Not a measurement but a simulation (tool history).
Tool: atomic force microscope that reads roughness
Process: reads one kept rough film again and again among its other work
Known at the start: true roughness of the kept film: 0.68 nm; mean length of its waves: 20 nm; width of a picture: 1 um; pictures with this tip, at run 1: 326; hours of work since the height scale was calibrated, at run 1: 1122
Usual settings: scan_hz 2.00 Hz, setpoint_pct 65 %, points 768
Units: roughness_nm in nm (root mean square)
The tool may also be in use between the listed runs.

run   hour  scan_hz  setpoint_pct  points  pictures with this tip  hours of work since the height scale was calibrated  roughness_nm
  1    0.0     2.00            65     768                     326                                                 1122         0.624
       6.4  -- new tip fitted
  2   43.6     2.00            65     768                      73                                                 1151         0.623
  3  125.0     2.00            65     768                     231                                                 1206         0.620
     176.4  -- new tip fitted
  4  199.4     2.00            75     768                      45                                                 1255         0.601
  5  269.4     2.00            75     768                     181                                                 1302         0.614
  6  315.0     2.00            75     768                     270                                                 1333         0.601
     345.6  -- new tip fitted
  7  378.9     2.86            73     342                      65                                                 1376         0.582
  8  425.1     2.86            73     342                     155                                                 1407         0.586
  9  489.2     2.86            73     841                     280                                                 1450         0.599
     515.5  -- new tip fitted
 10  558.3     1.78            65     768                      83                                                 1496         0.635

How the hidden state differs across the entries between the runs, from the last listed run before each to the first after it:
Between runs 1 and 2: new tip fitted (hour 6.4)
  radius of the tip, nm: 7.5 -> 7.1
Between runs 3 and 4: new tip fitted (hour 176.4)
  radius of the tip, nm: 7.3 -> 7.1
Between runs 6 and 7: new tip fitted (hour 345.6)
  radius of the tip, nm: 7.4 -> 7.1
Between runs 9 and 10: new tip fitted (hour 515.5)
  radius of the tip, nm: 7.4 -> 7.1
